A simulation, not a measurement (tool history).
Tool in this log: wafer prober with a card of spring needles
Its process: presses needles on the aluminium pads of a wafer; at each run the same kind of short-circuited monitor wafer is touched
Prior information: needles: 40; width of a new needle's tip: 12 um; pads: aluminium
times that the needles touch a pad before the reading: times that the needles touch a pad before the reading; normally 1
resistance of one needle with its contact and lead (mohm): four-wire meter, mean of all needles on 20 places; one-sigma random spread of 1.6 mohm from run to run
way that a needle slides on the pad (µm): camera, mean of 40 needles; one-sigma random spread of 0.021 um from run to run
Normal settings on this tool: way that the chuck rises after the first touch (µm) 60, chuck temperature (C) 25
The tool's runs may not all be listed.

| run | hour | way that the chuck rises after the first touch (µm) | chuck temperature (C) | times that the needles touch a pad before the reading | resistance of one needle with its contact and lead (mohm) | way that a needle slides on the pad (µm) |
|---|---|---|---|---|---|---|
| 1 | 0 | 60 | 25 | 1 | 161 | 8.3 |
|  | 7.1 | tips cleaned on abrasive film |
|  | 23.8 | tips cleaned on abrasive film |
|  | 40.6 | tips cleaned on abrasive film |
|  | 56.6 | tips cleaned on abrasive film |
| 2 | 56.6 | 60 | 25 | 1 | 167 | 8.28 |
|  | 73.8 | tips cleaned on abrasive film |
|  | 89.7 | tips cleaned on abrasive film |
| 3 | 89.7 | 60 | 25 | 1 | 165 | 8.29 |
|  | 103.8 | tips cleaned on abrasive film |
|  | 120.8 | tips cleaned on abrasive film |
|  | 138.4 | tips cleaned on abrasive film |
| 4 | 141 | 60 | 25 | 1 | 160 | 8.26 |
|  | 154.5 | tips cleaned on abrasive film |
|  | 171.3 | tips cleaned on abrasive film |
|  | 187.6 | tips cleaned on abrasive film |
| 5 | 191.1 | 60 | 25 | 1 | 162 | 8.3 |
|  | 205.2 | tips cleaned on abrasive film |
| 6 | 218.8 | 60 | 25 | 1 | 162 | 8.31 |
|  | 222.4 | tips cleaned on abrasive film |
|  | 239.8 | tips cleaned on abrasive film |
|  | 257.3 | tips cleaned on abrasive film |
| 7 | 268.2 | 60 | 39 | 1 | 168 | 8.32 |
|  | 271.8 | tips cleaned on abrasive film |
|  | 282.6 | height of the first contact set anew |
|  | 289.6 | tips cleaned on abrasive film |
|  | 306.6 | tips cleaned on abrasive film |
|  | 323.3 | tips cleaned on abrasive film |
| 8 | 327.5 | 41 | 25 | 1 | 166 | 5.65 |
|  | 338 | tips cleaned on abrasive film |
|  | 354.3 | tips cleaned on abrasive film |
| 9 | 366.1 | 60 | 25 | 1 | 164 | 8.37 |
|  | 369.5 | tips cleaned on abrasive film |
|  | 387 | tips cleaned on abrasive film |
|  | 403.8 | tips cleaned on abrasive film |
| 10 | 417 | 60 | 25 | 1 | 162 | 8.36 |
|  | 420.6 | tips cleaned on abrasive film |
|  | 436.7 | tips cleaned on abrasive film |
|  | 454.2 | tips cleaned on abrasive film |
|  | 471.3 | tips cleaned on abrasive film |
| 11 | 479.1 | 49 | 25 | 1 | 162 | 6.81 |
|  | 485.9 | tips cleaned on abrasive film |
|  | 502.6 | tips cleaned on abrasive film |
|  | 518.5 | tips cleaned on abrasive film |
| 12 | 528.3 | 49 | 25 | 1 | 164 | 6.81 |
|  | 535.4 | tips cleaned on abrasive film |
|  | 552.9 | tips cleaned on abrasive film |
| 13 | 560.2 | 60 | 25 | 1 | 165 | 8.35 |
|  | 570.1 | tips cleaned on abrasive film |
|  | 587.6 | tips cleaned on abrasive film |
|  | 603.8 | tips cleaned on abrasive film |
| 14 | 610.5 | 71 | 25 | 1 | 163 | 9.94 |
|  | 621.1 | tips cleaned on abrasive film |
|  | 638.1 | tips cleaned on abrasive film |
|  | 654.8 | tips cleaned on abrasive film |
| 15 | 662.7 | 71 | 25 | 1 | 164 | 9.88 |
|  | 669.8 | tips cleaned on abrasive film |
|  | 686.9 | tips cleaned on abrasive film |
| 16 | 693.7 | 71 | 25 | 1 | 163 | 9.92 |
|  | 703 | tips cleaned on abrasive film |
|  | 716.5 | height of the first contact set anew |
|  | 720.1 | tips cleaned on abrasive film |
| 17 | 724.7 | 71 | 25 | 1 | 163 | 9.89 |
|  | 735.2 | tips cleaned on abrasive film |
|  | 752 | tips cleaned on abrasive film |
| 18 | 759 | 48 | 25 | 2 | 166 | 6.69 |
|  | 769.1 | tips cleaned on abrasive film |
|  | 786.6 | tips cleaned on abrasive film |
|  | 803.6 | tips cleaned on abrasive film |
| 19 | 812.4 | 52 | 74 | 3 | 171 | 7.29 |
|  | 819.5 | tips cleaned on abrasive film |
|  | 837 | tips cleaned on abrasive film |
| 20 | 840.8 | 60 | 90 | 1 | 176 | 8.4 |
|  | 852.4 | tips cleaned on abrasive film |
|  | 868.6 | tips cleaned on abrasive film |
|  | 885.5 | tips cleaned on abrasive film |
| 21 | 885.5 | 44 | 90 | 1 | 179 | 6.14 |
|  | 903 | tips cleaned on abrasive film |
|  | 919.8 | tips cleaned on abrasive film |
| 22 | 923.6 | 74 | 25 | 1 | 162 | 10.35 |
|  | 937.1 | tips cleaned on abrasive film |
|  | 954 | tips cleaned on abrasive film |
| 23 | 964.6 | 42 | 45 | 1 | 171 | 5.89 |
|  | 968.2 | tips cleaned on abrasive film |
|  | 985.7 | tips cleaned on abrasive film |
|  | 1001.5 | tips cleaned on abrasive film |
|  | 1018.3 | tips cleaned on abrasive film |
| 24 | 1023.1 | 42 | 45 | 1 | 171 | 5.89 |
|  | 1032.7 | tips cleaned on abrasive film |
|  | 1048.2 | tips cleaned on abrasive film |
|  | 1064.9 | tips cleaned on abrasive film |
| 25 | 1075.1 | 42 | 45 | 1 | 170 | 5.93 |
|  | 1081.5 | tips cleaned on abrasive film |
|  | 1098.9 | tips cleaned on abrasive film |
| 26 | 1111.5 | 42 | 45 | 1 | 170 | 5.92 |

Run 27 is up next; what results do you expect?
|  | 1115.1 | tips cleaned on abrasive film |
|  | 1131.2 | tips cleaned on abrasive film |
|  | 1147.9 | tips cleaned on abrasive film |
|  | 1148.2 | height of the first contact set anew |
|  | 1158.7 | gauge calibrated |
|  | 1162.3 | tips cleaned on abrasive film |
| 27 | 1174.8 | 42 | 42 | 1 | ? | ? |

Run 27 gave resistance of one needle with its contact and lead (mohm) 172, way that a needle slides on the pad (µm) 5.82.
Without the tool's hidden state the same run would have given resistance of one needle with its contact and lead (mohm) 172, way that a needle slides on the pad (µm) 5.81.
